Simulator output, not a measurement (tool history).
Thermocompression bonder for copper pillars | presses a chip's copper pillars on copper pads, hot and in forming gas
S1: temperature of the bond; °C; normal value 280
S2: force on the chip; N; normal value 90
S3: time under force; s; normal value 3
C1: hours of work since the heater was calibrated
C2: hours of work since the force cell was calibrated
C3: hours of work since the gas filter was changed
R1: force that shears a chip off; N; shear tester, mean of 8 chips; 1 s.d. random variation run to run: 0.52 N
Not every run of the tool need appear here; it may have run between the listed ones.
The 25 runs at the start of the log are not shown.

run	hour	S1	S2	S3	C1	C2	C3	R1
26	548.6	281	73	2	559	966	218	88.8
27	569.9	281	73	2	573	980	232	87.2
28	593.6	281	73	2	589	996	248	87.1
29	625.3	281	73	2	610	1017	269	87.8
30	655.3	251	93	7	629	1036	288	93.4
31	683	276	111	8	647	1054	306	123.1
# hour 684.9: forming gas filter changed
32	702.3	270	103	2	660	1067	11	96
33	732.3	270	103	2	679	1086	31	94.9
34	760.7	255	103	2	698	1105	50	78.3
35	779.5	280	80	3	710	1117	62	107.9
36	800.8	280	80	3	724	1131	76	107.1
37	819	280	80	3	736	1143	88	107.4
38	846.7	280	115	5	754	1161	106	128.2
39	871.6	280	90	3	771	1178	122	111
40	900.6	265	133	5	790	1197	141	119.1

Here are 3 independent what-if runs from the current tool condition. What would each one return?
A	919.9	272	95	2	802	1209	154	?
B	919.9	280	95	3	802	1209	154	?
C	919.9	280	56	3	802	1209	154	?

run	R1
A	92.6
B	111.8
C	93.4
The same runs, with their run-to-run variation unchanged, on a tool lacking any hidden condition would have given:
run	R1
A	84.1
B	105.1
C	85.2

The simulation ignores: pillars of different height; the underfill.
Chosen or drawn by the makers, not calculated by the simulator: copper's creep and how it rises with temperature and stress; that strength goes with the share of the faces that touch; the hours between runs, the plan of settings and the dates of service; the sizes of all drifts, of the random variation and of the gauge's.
